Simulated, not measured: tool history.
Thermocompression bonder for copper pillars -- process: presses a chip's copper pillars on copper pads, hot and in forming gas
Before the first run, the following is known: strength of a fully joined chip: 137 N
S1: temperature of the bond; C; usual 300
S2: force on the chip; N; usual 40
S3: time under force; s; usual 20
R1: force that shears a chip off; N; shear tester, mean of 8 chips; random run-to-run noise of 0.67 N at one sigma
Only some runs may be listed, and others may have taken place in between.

{"run": 1, "hour": 0.0, "S1": 300, "S2": 40, "S3": 20, "R1": 75.5}
{"run": 2, "hour": 10.8, "S1": 300, "S2": 46, "S3": 20, "R1": 80.0}
{"run": 3, "hour": 19.1, "S1": 300, "S2": 46, "S3": 20, "R1": 80.6}
{"run": 4, "hour": 25.6, "S1": 300, "S2": 46, "S3": 20, "R1": 80.0}
{"run": 5, "hour": 30.4, "S1": 300, "S2": 40, "S3": 20, "R1": 75.9}
{"run": 6, "hour": 41.1, "S1": 300, "S2": 40, "S3": 26, "R1": 81.0}
{"run": 7, "hour": 50.9, "S1": 300, "S2": 40, "S3": 26, "R1": 81.2}
{"run": 8, "hour": 58.8, "S1": 297, "S2": 40, "S3": 26, "R1": 79.0}
{"run": 9, "hour": 64.8, "S1": 300, "S2": 40, "S3": 20, "R1": 75.2}
{"run": 10, "hour": 75.9, "S1": 300, "S2": 40, "S3": 20, "R1": 73.6}
{"run": 11, "hour": 84.4, "S1": 300, "S2": 40, "S3": 20, "R1": 75.0}
{"run": 12, "hour": 92.3, "S1": 300, "S2": 40, "S3": 20, "R1": 74.4}
{"run": 13, "hour": 99.5, "S1": 300, "S2": 40, "S3": 15, "R1": 66.7}
{"run": 14, "hour": 105.3, "S1": 319, "S2": 40, "S3": 20, "R1": 85.1}
{"run": 15, "hour": 113.4, "S1": 300, "S2": 40, "S3": 20, "R1": 75.7}
{"run": 16, "hour": 123.2, "S1": 300, "S2": 40, "S3": 20, "R1": 80.7}
{"run": 17, "hour": 128.3, "S1": 300, "S2": 40, "S3": 20, "R1": 81.0}
{"run": 18, "hour": 135.1, "S1": 300, "S2": 58, "S3": 20, "R1": 95.6}
{"run": 19, "hour": 145.9, "S1": 285, "S2": 26, "S3": 20, "R1": 56.4}
{"run": 20, "hour": 151.1, "S1": 274, "S2": 57, "S3": 20, "R1": 77.3}
{"run": 21, "hour": 156.5, "S1": 307, "S2": 25, "S3": 11, "R1": 54.6}
{"run": 22, "hour": 161.5, "S1": 300, "S2": 25, "S3": 18, "R1": 61.3}
{"run": 23, "hour": 169.6, "S1": 300, "S2": 25, "S3": 18, "R1": 61.3}
{"run": 24, "hour": 176.4, "S1": 300, "S2": 25, "S3": 18, "R1": 61.1}
{"run": 25, "hour": 183.5, "S1": 300, "S2": 25, "S3": 45, "R1": 81.7}
{"run": 26, "hour": 189.8, "S1": 300, "S2": 25, "S3": 45, "R1": 83.5}
{"run": 27, "hour": 198.2, "S1": 300, "S2": 25, "S3": 45, "R1": 82.3}
{"run": 28, "hour": 204.2, "S1": 287, "S2": 29, "S3": 18, "R1": 59.2}
{"run": 29, "hour": 209.5, "S1": 305, "S2": 34, "S3": 39, "R1": 92.8}
{"run": 30, "hour": 220.4, "S1": 309, "S2": 34, "S3": 13, "R1": 68.4}
{"run": 31, "hour": 225.2, "S1": 326, "S2": 27, "S3": 15, "R1": 73.8}
{"run": 32, "hour": 233.7, "S1": 326, "S2": 27, "S3": 12, "R1": 67.6}
{"run": 33, "hour": 239.3, "S1": 326, "S2": 34, "S3": 24, "R1": 93.3}
{"run": 34, "hour": 248.2, "S1": 318, "S2": 28, "S3": 20, "R1": 77.0}
{"run": 35, "hour": 254.7, "S1": 312, "S2": 49, "S3": 16, "R1": 89.5}

Withheld: 1 entry from between the runs. Position of each, and hidden state at the listed run before versus the listed run after:
Logged between run 15 and run 16: forming gas filter changed (hour 117.7)
  oxide that the forming gas leaves, % of the face: 9.41 -> 0.63
  measured minus no-state result, R1: -1.9 -> +5.3 N
